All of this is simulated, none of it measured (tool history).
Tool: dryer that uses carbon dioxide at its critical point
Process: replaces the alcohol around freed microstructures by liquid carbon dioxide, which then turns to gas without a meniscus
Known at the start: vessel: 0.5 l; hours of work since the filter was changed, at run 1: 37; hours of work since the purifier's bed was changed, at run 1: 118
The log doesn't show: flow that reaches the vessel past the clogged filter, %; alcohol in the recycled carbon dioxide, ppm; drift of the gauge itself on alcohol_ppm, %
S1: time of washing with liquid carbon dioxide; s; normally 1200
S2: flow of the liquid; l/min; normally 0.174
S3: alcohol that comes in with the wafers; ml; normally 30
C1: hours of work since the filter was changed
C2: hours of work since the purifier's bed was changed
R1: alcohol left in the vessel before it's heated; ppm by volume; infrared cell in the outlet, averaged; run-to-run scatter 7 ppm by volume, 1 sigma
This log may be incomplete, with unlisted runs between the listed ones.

run 1 hour=0.0 | S1=1200 S2=0.174 S3=30 | C1=37 C2=118 | R1=371
run 2 hour=25.6 | S1=1200 S2=0.174 S3=30 | C1=45 C2=127 | R1=389
run 3 hour=49.8 | S1=1200 S2=0.174 S3=30 | C1=54 C2=135 | R1=386
run 4 hour=79.0 | S1=900 S2=0.174 S3=30 | C1=63 C2=145 | R1=1304
run 5 hour=106.1 | S1=1740 S2=0.174 S3=30 | C1=73 C2=154 | R1=83
run 6 hour=120.9 | S1=1200 S2=0.174 S3=30 | C1=78 C2=159 | R1=408
run 7 hour=141.9 | S1=780 S2=0.174 S3=30 | C1=85 C2=166 | R1=2224
run 8 hour=163.0 | S1=780 S2=0.174 S3=30 | C1=92 C2=173 | R1=2142
run 9 hour=178.7 | S1=1200 S2=0.229 S3=30 | C1=97 C2=178 | R1=131
run 10 hour=196.4 | S1=1200 S2=0.229 S3=30 | C1=103 C2=184 | R1=128
run 11 hour=211.9 | S1=1200 S2=0.229 S3=30 | C1=108 C2=190 | R1=124
run 12 hour=226.1 | S1=1620 S2=0.108 S3=97 | C1=113 C2=194 | R1=2972
run 13 hour=238.6 | S1=1620 S2=0.115 S3=76 | C1=117 C2=199 | R1=1792
run 14 hour=267.1 | S1=1440 S2=0.107 S3=30 | C1=127 C2=208 | R1=1576
run 15 hour=294.1 | S1=840 S2=0.109 S3=39 | C1=136 C2=217 | R1=8903
run 16 hour=312.7 | S1=1380 S2=0.185 S3=24 | C1=142 C2=224 | R1=156
run 17 hour=336.5 | S1=1380 S2=0.185 S3=24 | C1=150 C2=232 | R1=166
run 18 hour=349.5 | S1=1380 S2=0.174 S3=30 | C1=155 C2=236 | R1=253
run 19 hour=363.5 | S1=960 S2=0.121 S3=30 | C1=159 C2=241 | R1=3779
run 20 hour=378.1 | S1=960 S2=0.121 S3=30 | C1=164 C2=246 | R1=3804
run 21 hour=405.1 | S1=960 S2=0.121 S3=30 | C1=173 C2=255 | R1=3831

Consider 3 possible next runs. They are alternatives, not a sequence: every one starts from the tool as it was left by run 21. What does each give?
run A hour=421.5 | S1=1560 S2=0.106 S3=63 | C1=179 C2=260 | R1=?
run B hour=421.5 | S1=1860 S2=0.128 S3=34 | C1=179 C2=260 | R1=?
run C hour=421.5 | S1=780 S2=0.174 S3=28 | C1=179 C2=260 | R1=?

run=A R1=2586
run=B R1=318
run=C R1=2184
With the hidden condition removed and each run's random variation left untouched, the same runs would have given:
run=A R1=2183
run=B R1=200
run=C R1=1877
